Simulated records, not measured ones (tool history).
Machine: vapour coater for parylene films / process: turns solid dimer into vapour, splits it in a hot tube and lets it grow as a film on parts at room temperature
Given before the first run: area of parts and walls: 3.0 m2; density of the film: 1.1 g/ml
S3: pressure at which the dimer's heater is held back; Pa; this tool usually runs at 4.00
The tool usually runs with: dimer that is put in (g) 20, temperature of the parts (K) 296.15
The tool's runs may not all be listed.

run 1 hour=0.0 | dimer_that_is_put_in_(g)=20 temperature_of_the_parts_(K)=296.15 S3=4.00 | thickness_of_the_film_(µm)=3.75
run 2 hour=16.9 | dimer_that_is_put_in_(g)=20 temperature_of_the_parts_(K)=296.15 S3=4.00 | thickness_of_the_film_(µm)=3.68
run 3 hour=38.5 | dimer_that_is_put_in_(g)=20 temperature_of_the_parts_(K)=296.15 S3=4.00 | thickness_of_the_film_(µm)=3.71
run 4 hour=56.1 | dimer_that_is_put_in_(g)=20 temperature_of_the_parts_(K)=296.15 S3=4.00 | thickness_of_the_film_(µm)=3.66
run 5 hour=67.8 | dimer_that_is_put_in_(g)=20 temperature_of_the_parts_(K)=296.15 S3=4.00 | thickness_of_the_film_(µm)=3.61
run 6 hour=87.6 | dimer_that_is_put_in_(g)=20 temperature_of_the_parts_(K)=296.15 S3=4.00 | thickness_of_the_film_(µm)=3.67
run 7 hour=98.8 | dimer_that_is_put_in_(g)=20 temperature_of_the_parts_(K)=296.15 S3=4.00 | thickness_of_the_film_(µm)=3.68
run 8 hour=115.8 | dimer_that_is_put_in_(g)=20 temperature_of_the_parts_(K)=306.15 S3=4.00 | thickness_of_the_film_(µm)=2.74
run 9 hour=138.2 | dimer_that_is_put_in_(g)=20 temperature_of_the_parts_(K)=306.15 S3=4.00 | thickness_of_the_film_(µm)=2.73
run 10 hour=148.8 | dimer_that_is_put_in_(g)=20 temperature_of_the_parts_(K)=296.15 S3=4.00 | thickness_of_the_film_(µm)=3.65
run 11 hour=172.0 | dimer_that_is_put_in_(g)=20 temperature_of_the_parts_(K)=296.15 S3=4.00 | thickness_of_the_film_(µm)=3.68
run 12 hour=191.0 | dimer_that_is_put_in_(g)=20 temperature_of_the_parts_(K)=296.15 S3=4.00 | thickness_of_the_film_(µm)=3.60
run 13 hour=204.7 | dimer_that_is_put_in_(g)=20 temperature_of_the_parts_(K)=296.15 S3=4.00 | thickness_of_the_film_(µm)=3.62
-- hour=210.3 trap's valve overhauled
run 14 hour=229.4 | dimer_that_is_put_in_(g)=20 temperature_of_the_parts_(K)=296.15 S3=4.00 | thickness_of_the_film_(µm)=3.52
run 15 hour=249.2 | dimer_that_is_put_in_(g)=20 temperature_of_the_parts_(K)=296.15 S3=4.00 | thickness_of_the_film_(µm)=3.51
run 16 hour=270.4 | dimer_that_is_put_in_(g)=20 temperature_of_the_parts_(K)=296.15 S3=6.61 | thickness_of_the_film_(µm)=3.45
run 17 hour=280.6 | dimer_that_is_put_in_(g)=20 temperature_of_the_parts_(K)=296.15 S3=6.61 | thickness_of_the_film_(µm)=3.41
run 18 hour=294.2 | dimer_that_is_put_in_(g)=20 temperature_of_the_parts_(K)=296.15 S3=6.61 | thickness_of_the_film_(µm)=3.42
run 19 hour=307.8 | dimer_that_is_put_in_(g)=20 temperature_of_the_parts_(K)=296.15 S3=4.00 | thickness_of_the_film_(µm)=3.53
-- hour=335.5 trap's valve overhauled, once more
run 20 hour=335.8 | dimer_that_is_put_in_(g)=20 temperature_of_the_parts_(K)=296.15 S3=4.00 | thickness_of_the_film_(µm)=3.84
run 21 hour=349.5 | dimer_that_is_put_in_(g)=20 temperature_of_the_parts_(K)=296.15 S3=4.00 | thickness_of_the_film_(µm)=3.85
run 22 hour=362.0 | dimer_that_is_put_in_(g)=20 temperature_of_the_parts_(K)=296.15 S3=5.23 | thickness_of_the_film_(µm)=3.80
run 23 hour=382.1 | dimer_that_is_put_in_(g)=20 temperature_of_the_parts_(K)=296.15 S3=5.23 | thickness_of_the_film_(µm)=3.78
run 24 hour=399.5 | dimer_that_is_put_in_(g)=20 temperature_of_the_parts_(K)=296.15 S3=10.13 | thickness_of_the_film_(µm)=3.61
run 25 hour=416.7 | dimer_that_is_put_in_(g)=20 temperature_of_the_parts_(K)=296.15 S3=10.13 | thickness_of_the_film_(µm)=3.61
run 26 hour=433.9 | dimer_that_is_put_in_(g)=20 temperature_of_the_parts_(K)=291.15 S3=4.00 | thickness_of_the_film_(µm)=4.53
run 27 hour=453.5 | dimer_that_is_put_in_(g)=20 temperature_of_the_parts_(K)=291.15 S3=4.00 | thickness_of_the_film_(µm)=4.43
run 28 hour=476.5 | dimer_that_is_put_in_(g)=9 temperature_of_the_parts_(K)=303.15 S3=4.00 | thickness_of_the_film_(µm)=1.43
run 29 hour=497.2 | dimer_that_is_put_in_(g)=9 temperature_of_the_parts_(K)=303.15 S3=4.00 | thickness_of_the_film_(µm)=1.42
run 30 hour=518.8 | dimer_that_is_put_in_(g)=9 temperature_of_the_parts_(K)=303.15 S3=4.00 | thickness_of_the_film_(µm)=1.39
run 31 hour=538.7 | dimer_that_is_put_in_(g)=15 temperature_of_the_parts_(K)=295.15 S3=10.69 | thickness_of_the_film_(µm)=2.80
run 32 hour=548.9 | dimer_that_is_put_in_(g)=20 temperature_of_the_parts_(K)=294.15 S3=5.73 | thickness_of_the_film_(µm)=3.90
run 33 hour=562.7 | dimer_that_is_put_in_(g)=22 temperature_of_the_parts_(K)=289.15 S3=8.15 | thickness_of_the_film_(µm)=4.81
run 34 hour=577.8 | dimer_that_is_put_in_(g)=22 temperature_of_the_parts_(K)=289.15 S3=8.15 | thickness_of_the_film_(µm)=4.74
run 35 hour=601.1 | dimer_that_is_put_in_(g)=11 temperature_of_the_parts_(K)=306.15 S3=11.94 | thickness_of_the_film_(µm)=1.48
run 36 hour=623.3 | dimer_that_is_put_in_(g)=35 temperature_of_the_parts_(K)=291.15 S3=4.00 | thickness_of_the_film_(µm)=7.47
run 37 hour=643.3 | dimer_that_is_put_in_(g)=35 temperature_of_the_parts_(K)=291.15 S3=4.00 | thickness_of_the_film_(µm)=7.57
run 38 hour=666.5 | dimer_that_is_put_in_(g)=35 temperature_of_the_parts_(K)=291.15 S3=4.00 | thickness_of_the_film_(µm)=7.46
run 39 hour=690.8 | dimer_that_is_put_in_(g)=16 temperature_of_the_parts_(K)=296.15 S3=5.93 | thickness_of_the_film_(µm)=2.91
run 40 hour=703.1 | dimer_that_is_put_in_(g)=16 temperature_of_the_parts_(K)=296.15 S3=5.93 | thickness_of_the_film_(µm)=2.94
run 41 hour=716.2 | dimer_that_is_put_in_(g)=9 temperature_of_the_parts_(K)=295.15 S3=11.55 | thickness_of_the_film_(µm)=1.61
run 42 hour=732.7 | dimer_that_is_put_in_(g)=14 temperature_of_the_parts_(K)=293.15 S3=4.08 | thickness_of_the_film_(µm)=2.82
run 43 hour=749.9 | dimer_that_is_put_in_(g)=10 temperature_of_the_parts_(K)=306.15 S3=2.13 | thickness_of_the_film_(µm)=1.44
run 44 hour=763.0 | dimer_that_is_put_in_(g)=10 temperature_of_the_parts_(K)=306.15 S3=2.13 | thickness_of_the_film_(µm)=1.47
run 45 hour=786.8 | dimer_that_is_put_in_(g)=10 temperature_of_the_parts_(K)=299.15 S3=2.13 | thickness_of_the_film_(µm)=1.74
run 46 hour=805.0 | dimer_that_is_put_in_(g)=34 temperature_of_the_parts_(K)=296.15 S3=11.94 | thickness_of_the_film_(µm)=5.80
run 47 hour=829.2 | dimer_that_is_put_in_(g)=34 temperature_of_the_parts_(K)=296.15 S3=11.94 | thickness_of_the_film_(µm)=5.90

3 options for the next run, each taken on its own from the tool as it stands now. Forecast them:
run A hour=845.2 | dimer_that_is_put_in_(g)=29 temperature_of_the_parts_(K)=296.15 S3=11.94 | thickness_of_the_film_(µm)=?
run B hour=845.2 | dimer_that_is_put_in_(g)=31 temperature_of_the_parts_(K)=291.15 S3=4.00 | thickness_of_the_film_(µm)=?
run C hour=845.2 | dimer_that_is_put_in_(g)=20 temperature_of_the_parts_(K)=295.15 S3=2.62 | thickness_of_the_film_(µm)=?

run=A thickness_of_the_film_(µm)=4.90
run=B thickness_of_the_film_(µm)=6.57
run=C thickness_of_the_film_(µm)=3.85
Take away the tool's hidden state, keep each run's random variation, and the runs would have read:
run=A thickness_of_the_film_(µm)=5.23
run=B thickness_of_the_film_(µm)=7.02
run=C thickness_of_the_film_(µm)=4.11
